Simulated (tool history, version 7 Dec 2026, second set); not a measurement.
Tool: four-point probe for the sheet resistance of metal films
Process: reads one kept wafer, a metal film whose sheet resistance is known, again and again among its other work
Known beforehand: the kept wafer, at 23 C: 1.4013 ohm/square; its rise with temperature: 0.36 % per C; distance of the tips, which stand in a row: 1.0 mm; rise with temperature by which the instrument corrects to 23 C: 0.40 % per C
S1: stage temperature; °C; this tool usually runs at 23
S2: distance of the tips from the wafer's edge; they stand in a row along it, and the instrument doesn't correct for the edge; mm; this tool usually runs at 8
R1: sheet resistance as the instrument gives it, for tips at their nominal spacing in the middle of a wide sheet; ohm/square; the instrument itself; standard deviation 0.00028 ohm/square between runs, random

Run 1, hour 0: usual settings. Result: R1 1.400407 ohm/square.
Run 2, hour 28.8: usual settings. Result: R1 1.400457 ohm/square.
Run 3, hour 88.7: usual settings. Result: R1 1.400242 ohm/square.
Run 4, hour 157.2: usual settings. Result: R1 1.400735 ohm/square.
Run 5, hour 217.4: usual settings. Result: R1 1.400723 ohm/square.
At hour 221.2: stage's thermometer calibrated.
Run 6, hour 280.4: usual settings. Result: R1 1.39917 ohm/square.
Run 7, hour 328.1: usual settings but S1 32 °C, S2 3 mm. Result: R1 1.460305 ohm/square.
At hour 341: stage's thermometer calibrated, once more.
Run 8, hour 397.1: usual settings but S1 30 °C, S2 4 mm. Result: R1 1.430887 ohm/square.

Run 9, settings as shown, results not yet in. Your forecast:
Run 9, hour 465.3: usual settings but S1 30 °C, S2 4 mm. Result: R1 ?.

R1: 1.430538 ohm/square
If the tool had no hidden condition, the same run with the same run-to-run variation would have returned R1 1.442822 ohm/square.
